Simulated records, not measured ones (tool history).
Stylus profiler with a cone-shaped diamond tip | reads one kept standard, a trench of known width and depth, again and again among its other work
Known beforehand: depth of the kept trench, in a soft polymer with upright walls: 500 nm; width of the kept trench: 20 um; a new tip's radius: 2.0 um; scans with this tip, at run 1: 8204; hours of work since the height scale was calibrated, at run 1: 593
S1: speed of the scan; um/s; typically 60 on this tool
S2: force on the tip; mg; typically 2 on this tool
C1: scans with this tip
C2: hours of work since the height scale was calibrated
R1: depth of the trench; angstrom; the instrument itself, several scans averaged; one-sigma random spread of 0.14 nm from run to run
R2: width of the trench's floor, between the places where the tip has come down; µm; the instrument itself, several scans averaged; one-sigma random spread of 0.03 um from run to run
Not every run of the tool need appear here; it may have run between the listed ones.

{"run": 1, "hour": 0.0, "S1": 60, "S2": 2, "C1": 8204, "C2": 593, "R1": 5033.5, "R2": 15.3}
{"run": 2, "hour": 33.6, "S1": 60, "S2": 1.49, "C1": 8538, "C2": 617, "R1": 5028.4, "R2": 15.24}
{"run": 3, "hour": 89.3, "S1": 60, "S2": 0.76, "C1": 9091, "C2": 657, "R1": 5010.1, "R2": 15.06}
{"run": 4, "hour": 125.8, "S1": 60, "S2": 0.76, "C1": 9454, "C2": 683, "R1": 5014.1, "R2": 14.94}
{"run": 5, "hour": 168.3, "S1": 60, "S2": 0.76, "C1": 9876, "C2": 714, "R1": 5010.5, "R2": 14.88}
{"run": 6, "hour": 197.4, "S1": 134, "S2": 2, "C1": 10165, "C2": 735, "R1": 5029.7, "R2": 14.69}
{"hour": 201.8, "done": "height scale calibrated on a step standard"}
{"run": 7, "hour": 252.2, "S1": 60, "S2": 2, "C1": 10705, "C2": 36, "R1": 5024.3, "R2": 14.92}
{"run": 8, "hour": 278.5, "S1": 51, "S2": 2.38, "C1": 10966, "C2": 55, "R1": 5032, "R2": 14.87}
{"hour": 283.2, "done": "new tip fitted, height scale calibrated"}
{"run": 9, "hour": 341.4, "S1": 51, "S2": 2.38, "C1": 578, "C2": 42, "R1": 5045.1, "R2": 16.98}
{"run": 10, "hour": 393.3, "S1": 89, "S2": 1.65, "C1": 1094, "C2": 79, "R1": 5034, "R2": 16.61}
{"hour": 401.4, "done": "height scale calibrated on a step standard, once more"}
{"run": 11, "hour": 450.3, "S1": 21, "S2": 5, "C1": 1655, "C2": 35, "R1": 5075.6, "R2": 16.85}

Predict the results of run 12:
{"run": 12, "hour": 488.5, "S1": 82, "S2": 2, "C1": 2034, "C2": 62, "R1": "?", "R2": "?"}

{"run 12": {"R1": 5043.1, "R2": 16.42}}
On a tool with no hidden condition, and with the same random variation, this run would have come out at R1 5044.2 angstrom, R2 17.01 µm.
